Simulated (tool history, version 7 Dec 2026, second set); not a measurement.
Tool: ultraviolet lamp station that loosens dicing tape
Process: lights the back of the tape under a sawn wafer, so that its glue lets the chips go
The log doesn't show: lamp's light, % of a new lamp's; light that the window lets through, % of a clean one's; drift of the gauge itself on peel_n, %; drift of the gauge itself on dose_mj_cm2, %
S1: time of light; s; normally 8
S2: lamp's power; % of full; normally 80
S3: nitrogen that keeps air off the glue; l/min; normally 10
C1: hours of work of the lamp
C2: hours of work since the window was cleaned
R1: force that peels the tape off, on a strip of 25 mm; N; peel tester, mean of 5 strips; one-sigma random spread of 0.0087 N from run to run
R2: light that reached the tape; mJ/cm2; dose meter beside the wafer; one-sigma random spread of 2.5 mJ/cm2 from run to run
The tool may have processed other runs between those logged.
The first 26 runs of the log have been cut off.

Run 27, hour 475.5: usual settings but S1 12 s, S2 74 % of full, S3 4 l/min; C1 382; C2 100. Result: R1 0.565 N, R2 369 mJ/cm2.
Run 28, hour 493.1: usual settings but S1 12 s, S2 65 % of full, S3 6 l/min; C1 392; C2 110. Result: R1 0.513 N, R2 327 mJ/cm2.
Run 29, hour 515.6: usual settings but S1 12 s, S2 65 % of full, S3 6 l/min; C1 405; C2 122. Result: R1 0.521 N, R2 323 mJ/cm2.
Run 30, hour 538.5: usual settings but S1 12 s, S2 65 % of full, S3 19 l/min; C1 418; C2 135. Result: R1 0.221 N, R2 320 mJ/cm2.
Run 31, hour 566: usual settings but S1 15 s, S2 84 % of full; C1 433; C2 151. Result: R1 0.186 N, R2 513 mJ/cm2.
Run 32, hour 579.2: usual settings but S1 9 s; C1 441; C2 158. Result: R1 0.417 N, R2 289 mJ/cm2.
Run 33, hour 591: usual settings but S1 9 s, S2 91 % of full, S3 19 l/min; C1 448; C2 165. Result: R1 0.209 N, R2 330 mJ/cm2.
Run 34, hour 607.7: usual settings but S1 9 s, S2 91 % of full, S3 19 l/min; C1 457; C2 174. Result: R1 0.229 N, R2 328 mJ/cm2.
Run 35, hour 625.7: usual settings but S1 11 s, S2 91 % of full, S3 19 l/min; C1 467; C2 185. Result: R1 0.189 N, R2 399 mJ/cm2.
Run 36, hour 653.1: usual settings but S1 11 s, S2 91 % of full, S3 19 l/min; C1 483; C2 200. Result: R1 0.174 N, R2 392 mJ/cm2.
At hour 664.6: window cleaned of glue's vapour.
Run 37, hour 681.4: usual settings but S1 7 s, S2 92 % of full, S3 3 l/min; C1 498; C2 9. Result: R1 1.402 N, R2 264 mJ/cm2.
Run 38, hour 706.5: usual settings but S1 5 s, S3 11 l/min; C1 513; C2 24. Result: R1 1.185 N, R2 166 mJ/cm2.
Run 39, hour 723.8: usual settings but S1 10 s, S2 77 % of full, S3 5 l/min; C1 522; C2 33. Result: R1 0.67 N, R2 310 mJ/cm2.
Run 40, hour 742.2: usual settings but S1 10 s; C1 533; C2 44. Result: R1 0.33 N, R2 320 mJ/cm2.
Run 41, hour 754.7: usual settings but S1 10 s, S2 71 % of full, S3 5 l/min; C1 540; C2 51. Result: R1 0.821 N, R2 287 mJ/cm2.
Run 42, hour 774.1: usual settings but S1 11 s, S2 76 % of full, S3 5 l/min; C1 551; C2 62. Result: R1 0.598 N, R2 330 mJ/cm2.
Run 43, hour 793.9: usual settings but S1 11 s, S2 76 % of full, S3 5 l/min; C1 562; C2 73. Result: R1 0.581 N, R2 329 mJ/cm2.
Run 44, hour 819.3: usual settings but S2 90 % of full, S3 3 l/min; C1 576; C2 87. Result: R1 1.286 N, R2 284 mJ/cm2.

Forecast each of these 3 alternatives for the next run:
Run A, hour 841.5: usual settings but S2 73 % of full, S3 4 l/min; C1 589; C2 100. Result: R1 ?, R2 ?.
Run B, hour 841.5: usual settings but S1 10 s, S2 90 % of full, S3 5 l/min; C1 589; C2 100. Result: R1 ?, R2 ?.
Run C, hour 841.5: usual settings but S1 11 s; C1 589; C2 100. Result: R1 ?, R2 ?.

run     R1   R2
  A  1.449  226
  B  0.527  351
  C  0.302  344
Without the tool's unlogged condition, the same runs would have read:
run     R1   R2
  A  0.978  283
  B  0.329  440
  C  0.214  432
